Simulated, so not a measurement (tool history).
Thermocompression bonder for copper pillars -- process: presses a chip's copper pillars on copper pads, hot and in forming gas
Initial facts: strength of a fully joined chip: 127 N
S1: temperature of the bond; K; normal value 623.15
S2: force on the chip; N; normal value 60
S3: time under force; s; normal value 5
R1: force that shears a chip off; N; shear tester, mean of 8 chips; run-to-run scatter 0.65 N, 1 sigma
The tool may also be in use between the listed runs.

run     day      S1  S2  S3     R1
  1       0  623.15  60   5   64.2
  2   0.883  623.15  60   5   64.8
  3   2.221  623.15  60   5   63.1
      2.433  -- forming gas filter changed
  4   3.279  643.15  60   5   83.1
  5   4.625  643.15  60   5     82
  6   5.425  623.15  60   5   71.5
  7   6.875  623.15  60   5   72.1
  8   8.196  601.15  60   5   60.2
  9   9.258  601.15  60   5   59.9
 10  10.592  601.15  60   5   59.4
 11  11.308  601.15  60   5   59.2
 12  12.692  601.15  60   3   50.4
 13  14.112  601.15  60   3     49
 14  15.246  623.15  60  13   92.8
 15  16.638  623.15  60   5     69
 16   17.25  623.15  60   5   69.4
 17  18.358  623.15  60   5   70.7
 18  19.321  623.15  60   5   69.5
 19  20.608  623.15  60   5   69.5
 20  21.404  623.15  48   5   59.6
 21  22.725  623.15  48   5   61.5
 22  23.779  623.15  45   5   57.9
 23  24.442  653.15  78   4   87.3
 24  25.929  612.15  47   7   61.4
 25  26.962  639.15  54   7   79.9
 26  28.225  630.15  38   6   58.6
 27  29.362  598.15  60   5   56.1
 28  30.838  623.15  60  12     85
 29  31.467  623.15  60  12   86.4
 30  32.542  623.15  60  12   84.9
 31  33.229  597.15  44   4   41.2
     33.667  -- heater calibrated with a thermocouple chip
 32  34.462  612.15  44   4     46
 33  35.488  599.15  60  12   70.9
     36.108  -- forming gas filter changed
 34  36.108  608.15  60   9   77.6
 35  37.283  608.15  60   9   77.2
 36  38.383  650.15  60   4   81.4
 37    39.6  603.15  60   4   56.2
 38  40.771  629.15  81  14  107.7
 39  41.771  639.15  41   5   65.5
 40  42.683  639.15  41   5   63.4
 41  43.488  639.15  85  13  110.8

Measured less the same run without the tool's hidden state. The same run-to-run variation is in both; the gauge's scatter may not be:
Hidden conditions of the tool in this case: true temperature of the bond over the reading, C; force that reaches the chip, % of what is set; oxide that the forming gas leaves, % of the face; drift of the gauge itself on shear_n, %.
run    R1
  1  -5.6
  2  -5.7
  3  -5.9
  4  +1.9
  5  +1.6
  6  +1.6
  7  +1.5
  8  +1.5
  9  +1.4
 10  +1.3
 11  +1.2
 12  +1.1
 13  +0.9
 14  -0.6
 15  +0.1
 16  +0.1
 17  -0.1
 18  -0.3
 19  -0.4
 20  -0.2
 21  -0.4
 22  -0.4
 23  -2.7
 24  -0.7
 25  -2.3
 26    -1
 27  -0.8
 28  -3.8
 29  -3.9
 30  -4.1
 31  -0.4
 32  -3.2
 33  -5.7
 34  +2.1
 35  +1.9
 36  +1.6
 37  +1.5
 38  +0.3
 39  +1.3
 40  +1.1
 41  -0.8
